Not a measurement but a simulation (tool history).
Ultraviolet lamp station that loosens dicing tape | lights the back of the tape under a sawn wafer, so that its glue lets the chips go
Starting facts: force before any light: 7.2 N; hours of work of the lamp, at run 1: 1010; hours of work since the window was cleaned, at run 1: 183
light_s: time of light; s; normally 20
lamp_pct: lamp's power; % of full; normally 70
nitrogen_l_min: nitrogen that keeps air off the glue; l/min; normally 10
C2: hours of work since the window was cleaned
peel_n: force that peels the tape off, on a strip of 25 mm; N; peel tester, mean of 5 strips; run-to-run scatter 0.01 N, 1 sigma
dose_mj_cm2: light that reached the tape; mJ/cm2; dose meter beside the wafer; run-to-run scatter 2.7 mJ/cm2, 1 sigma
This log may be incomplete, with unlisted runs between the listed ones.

Run 1, hour 0: usual settings; hours of work of the lamp 1010; C2 183. Result: peel_n 1.096 N, dose_mj_cm2 235 mJ/cm2.
At hour 48.5: window cleaned of glue's vapour.
Run 2, hour 48.5: usual settings; hours of work of the lamp 1040; C2 0. Result: peel_n 1.309 N, dose_mj_cm2 209 mJ/cm2.
Run 3, hour 99.6: usual settings but light_s 22 s; hours of work of the lamp 1072; C2 32. Result: peel_n 1.225 N, dose_mj_cm2 212 mJ/cm2.
Run 4, hour 169.4: usual settings but light_s 22 s; hours of work of the lamp 1116; C2 75. Result: peel_n 1.301 N, dose_mj_cm2 203 mJ/cm2.
Run 5, hour 215.7: usual settings but light_s 22 s; hours of work of the lamp 1144; C2 104. Result: peel_n 1.451 N, dose_mj_cm2 195 mJ/cm2.
At hour 262: window cleaned of glue's vapour, once more.
Run 6, hour 269.4: usual settings; hours of work of the lamp 1178; C2 5. Result: peel_n 0.882 N, dose_mj_cm2 251 mJ/cm2.
Run 7, hour 310.2: usual settings; hours of work of the lamp 1203; C2 30. Result: peel_n 0.913 N, dose_mj_cm2 244 mJ/cm2.
Run 8, hour 370.4: usual settings; hours of work of the lamp 1240; C2 68. Result: peel_n 1.04 N, dose_mj_cm2 236 mJ/cm2.
Run 9, hour 410.3: usual settings; hours of work of the lamp 1265; C2 92. Result: peel_n 1.092 N, dose_mj_cm2 230 mJ/cm2.
Run 10, hour 464.7: usual settings; hours of work of the lamp 1299; C2 126. Result: peel_n 1.146 N, dose_mj_cm2 217 mJ/cm2.
Run 11, hour 532.2: usual settings; hours of work of the lamp 1341; C2 168. Result: peel_n 1.312 N, dose_mj_cm2 214 mJ/cm2.
Run 12, hour 601.6: usual settings but light_s 13 s, lamp_pct 90 % of full, nitrogen_l_min 7 l/min; hours of work of the lamp 1385; C2 212. Result: peel_n 2.086 N, dose_mj_cm2 165 mJ/cm2.
At hour 608: window cleaned of glue's vapour.
Run 13, hour 661.3: usual settings but light_s 13 s, lamp_pct 90 % of full, nitrogen_l_min 7 l/min; hours of work of the lamp 1421; C2 33. Result: peel_n 1.716 N, dose_mj_cm2 190 mJ/cm2.
Run 14, hour 712.8: usual settings but light_s 17 s, lamp_pct 90 % of full, nitrogen_l_min 7 l/min; hours of work of the lamp 1454; C2 65. Result: peel_n 1.217 N, dose_mj_cm2 245 mJ/cm2.
Run 15, hour 772.5: usual settings but nitrogen_l_min 3 l/min; hours of work of the lamp 1491; C2 103. Result: peel_n 2.23 N, dose_mj_cm2 211 mJ/cm2.
Run 16, hour 823.4: usual settings but light_s 30 s, lamp_pct 66 % of full, nitrogen_l_min 18 l/min; hours of work of the lamp 1522; C2 134. Result: peel_n 0.454 N, dose_mj_cm2 293 mJ/cm2.
Run 17, hour 853.1: usual settings but light_s 29 s, lamp_pct 73 % of full; hours of work of the lamp 1541; C2 153. Result: peel_n 0.614 N, dose_mj_cm2 303 mJ/cm2.
Run 18, hour 924.4: usual settings but light_s 14 s, lamp_pct 80 % of full, nitrogen_l_min 4 l/min; hours of work of the lamp 1585; C2 197. Result: peel_n 2.847 N, dose_mj_cm2 151 mJ/cm2.
At hour 949.2: window cleaned of glue's vapour.
At hour 970.1: lamp changed.
Run 19, hour 991.8: usual settings but lamp_pct 91 % of full, nitrogen_l_min 5 l/min; hours of work of the lamp 14; C2 26. Result: peel_n 0.461 N, dose_mj_cm2 449 mJ/cm2.
Run 20, hour 1050.6: usual settings but light_s 14 s, lamp_pct 65 % of full, nitrogen_l_min 5 l/min; hours of work of the lamp 50; C2 63. Result: peel_n 1.761 N, dose_mj_cm2 216 mJ/cm2.
Run 21, hour 1088.9: usual settings but light_s 16 s, lamp_pct 75 % of full, nitrogen_l_min 11 l/min; hours of work of the lamp 74; C2 86. Result: peel_n 0.692 N, dose_mj_cm2 278 mJ/cm2.

Here are 5 independent what-if runs from the current tool condition. What would each one return?
Run A, hour 1121.4: usual settings but light_s 25 s, lamp_pct 68 % of full, nitrogen_l_min 15 l/min; hours of work of the lamp 94; C2 107. Result: peel_n ?, dose_mj_cm2 ?.
Run B, hour 1121.4: usual settings but light_s 12 s, lamp_pct 72 % of full, nitrogen_l_min 11 l/min; hours of work of the lamp 94; C2 107. Result: peel_n ?, dose_mj_cm2 ?.
Run C, hour 1121.4: usual settings but lamp_pct 64 % of full, nitrogen_l_min 8 l/min; hours of work of the lamp 94; C2 107. Result: peel_n ?, dose_mj_cm2 ?.
Run D, hour 1121.4: usual settings but lamp_pct 79 % of full, nitrogen_l_min 11 l/min; hours of work of the lamp 94; C2 107. Result: peel_n ?, dose_mj_cm2 ?.
Run E, hour 1121.4: usual settings but light_s 25 s, nitrogen_l_min 9 l/min; hours of work of the lamp 94; C2 107. Result: peel_n ?, dose_mj_cm2 ?.

run  peel_n  dose_mj_cm2
  A   0.271          385
  B   1.387          196
  C   0.792          284
  D   0.391          361
  E   0.371          394
Without the tool's unlogged condition, the same runs would have read:
run  peel_n  dose_mj_cm2
  A   0.211          433
  B   1.134          221
  C   0.619          320
  D   0.298          406
  E   0.285          444
